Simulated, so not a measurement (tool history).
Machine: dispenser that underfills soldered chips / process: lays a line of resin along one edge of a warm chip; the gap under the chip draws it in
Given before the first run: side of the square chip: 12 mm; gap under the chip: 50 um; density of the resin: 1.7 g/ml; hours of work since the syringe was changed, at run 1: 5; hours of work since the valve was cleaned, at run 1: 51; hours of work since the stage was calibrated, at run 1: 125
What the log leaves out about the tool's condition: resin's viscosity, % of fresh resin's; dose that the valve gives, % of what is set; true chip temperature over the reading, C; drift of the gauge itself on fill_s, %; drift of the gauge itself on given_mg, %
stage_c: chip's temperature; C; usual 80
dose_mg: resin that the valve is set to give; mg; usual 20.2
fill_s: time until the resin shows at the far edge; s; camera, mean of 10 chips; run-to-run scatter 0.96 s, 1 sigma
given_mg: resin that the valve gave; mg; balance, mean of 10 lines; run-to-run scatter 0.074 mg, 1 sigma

| run | day | stage_c | dose_mg | hours of work since the syringe was changed | hours of work since the valve was cleaned | hours of work since the stage was calibrated | fill_s | given_mg |
|---|---|---|---|---|---|---|---|---|
| 1 | 0 | 80 | 20.2 | 5 | 51 | 125 | 112 | 19.73 |
|  | 0.117 | new syringe of resin |
|  | 0.538 | new syringe of resin |
| 2 | 0.538 | 80 | 20.2 | 0 | 59 | 133 | 92.2 | 19.57 |
|  | 0.942 | new syringe of resin |
| 3 | 1.104 | 80 | 20.2 | 3 | 69 | 143 | 102.8 | 19.59 |
|  | 1.35 | new syringe of resin |
|  | 1.75 | new syringe of resin |
| 4 | 1.75 | 92 | 20.2 | 0 | 79 | 153 | 61.1 | 19.41 |
| 5 | 2.046 | 92 | 20.2 | 5 | 84 | 158 | 75.2 | 19.26 |
|  | 2.167 | new syringe of resin |
| 6 | 2.371 | 92 | 20.2 | 3 | 89 | 163 | 70.3 | 19.39 |
|  | 2.579 | new syringe of resin |
| 7 | 2.792 | 92 | 20.2 | 4 | 96 | 170 | 70.9 | 19.33 |
|  | 2.975 | new syringe of resin |
|  | 3.383 | new syringe of resin |
| 8 | 3.475 | 92 | 20.2 | 1 | 107 | 181 | 66.3 | 19.2 |
|  | 3.812 | new syringe of resin |
| 9 | 4 | 92 | 20.2 | 3 | 116 | 190 | 70.9 | 19.02 |
|  | 4.217 | new syringe of resin |
| 10 | 4.554 | 92 | 20.2 | 6 | 125 | 199 | 77.8 | 19.06 |
|  | 4.612 | new syringe of resin |
|  | 4.962 | dispensing valve cleaned and set on the balance |
|  | 5.062 | new syringe of resin |
| 11 | 5.079 | 92 | 20.2 | 0 | 2 | 206 | 63 | 20.22 |
| 12 | 5.421 | 92 | 20.2 | 6 | 7 | 212 | 79.3 | 20.14 |
|  | 5.467 | new syringe of resin |
|  | 5.9 | new syringe of resin |
| 13 | 6.1 | 92 | 20.2 | 3 | 18 | 223 | 71.7 | 19.93 |
|  | 6.321 | new syringe of resin |
| 14 | 6.629 | 92 | 20.2 | 5 | 27 | 232 | 77.2 | 19.93 |
|  | 6.721 | new syringe of resin |
|  | 7.167 | new syringe of resin |
| 15 | 7.179 | 92 | 20.2 | 0 | 36 | 240 | 62.5 | 19.81 |
|  | 7.571 | new syringe of resin |
| 16 | 7.754 | 80 | 18.5 | 3 | 45 | 250 | 105.3 | 18.18 |
|  | 7.988 | new syringe of resin |
| 17 | 8.35 | 80 | 19.4 | 6 | 55 | 259 | 119.9 | 18.86 |
|  | 8.408 | new syringe of resin |
|  | 8.854 | new syringe of resin |
| 18 | 9.05 | 89 | 20.2 | 3 | 66 | 271 | 78.7 | 19.65 |
|  | 9.262 | new syringe of resin |
|  | 9.654 | new syringe of resin |
| 19 | 9.729 | 89 | 20.2 | 1 | 77 | 282 | 71.3 | 19.46 |
|  | 10.075 | new syringe of resin |
| 20 | 10.221 | 80 | 18.1 | 2 | 85 | 290 | 103.5 | 17.38 |
|  | 10.483 | new syringe of resin |
| 21 | 10.804 | 81 | 19.2 | 5 | 95 | 299 | 112 | 18.27 |
|  | 10.908 | new syringe of resin |
|  | 11.3 | new syringe of resin |
| 22 | 11.3 | 81 | 24.7 | 0 | 103 | 307 | 87 | 23.45 |
|  | 11.7 | new syringe of resin |
| 23 | 11.721 | 74 | 23.2 | 0 | 109 | 314 | 113.3 | 21.88 |
|  | 12.104 | new syringe of resin |
| 24 | 12.104 | 77 | 25.9 | 0 | 116 | 320 | 99.1 | 24.3 |
|  | 12.512 | new syringe of resin |
| 25 | 12.788 | 87 | 20.4 | 5 | 127 | 331 | 90.5 | 19.17 |
|  | 12.946 | new syringe of resin |
|  | 13.071 | dispensing valve cleaned and set on the balance |
| 26 | 13.142 | 87 | 20.4 | 3 | 1 | 336 | 81.1 | 20.38 |
|  | 13.383 | new syringe of resin |
| 27 | 13.567 | 87 | 20.4 | 3 | 8 | 343 | 83.8 | 20.39 |
|  | 13.812 | new syringe of resin |
| 28 | 14.058 | 87 | 20.4 | 4 | 16 | 351 | 89.3 | 20.33 |
|  | 14.233 | new syringe of resin |
| 29 | 14.388 | 87 | 20.4 | 3 | 21 | 356 | 84.6 | 20.18 |
|  | 14.675 | new syringe of resin |
|  | 15.083 | new syringe of resin |
| 30 | 15.108 | 87 | 20.4 | 0 | 33 | 368 | 75.6 | 20.02 |
|  | 15.508 | new syringe of resin |
| 31 | 15.746 | 87 | 20.4 | 4 | 43 | 379 | 87.5 | 19.94 |
|  | 15.904 | new syringe of resin |
| 32 | 16.129 | 87 | 20.4 | 4 | 50 | 385 | 86.4 | 19.84 |
|  | 16.321 | new syringe of resin |
|  | 16.733 | new syringe of resin |
| 33 | 16.771 | 87 | 18.6 | 1 | 60 | 395 | 77.4 | 18.07 |

Branching from run 33: 4 alternative next runs. What would each branch give?
|  | 17.133 | new syringe of resin |
| A | 17.158 | 68 | 25.2 | 0 | 66 | 401 | ? | ? |
|  | 17.133 | new syringe of resin |
| B | 17.158 | 93 | 18 | 0 | 66 | 401 | ? | ? |
|  | 17.133 | new syringe of resin |
| C | 17.158 | 90 | 23.6 | 0 | 66 | 401 | ? | ? |
|  | 17.133 | new syringe of resin |
| D | 17.158 | 80 | 18.2 | 0 | 66 | 401 | ? | ? |

| run | fill_s | given_mg |
|---|---|---|
| A | 142.1 | 24.42 |
| B | 62.2 | 17.41 |
| C | 66.2 | 22.75 |
| D | 95.7 | 17.66 |
With the hidden condition removed and each run's random variation left untouched, the same runs would have given:
| run | fill_s | given_mg |
|---|---|---|
| A | 136.8 | 25.26 |
| B | 59.8 | 18.01 |
| C | 63.9 | 23.52 |
| D | 91.9 | 18.26 |

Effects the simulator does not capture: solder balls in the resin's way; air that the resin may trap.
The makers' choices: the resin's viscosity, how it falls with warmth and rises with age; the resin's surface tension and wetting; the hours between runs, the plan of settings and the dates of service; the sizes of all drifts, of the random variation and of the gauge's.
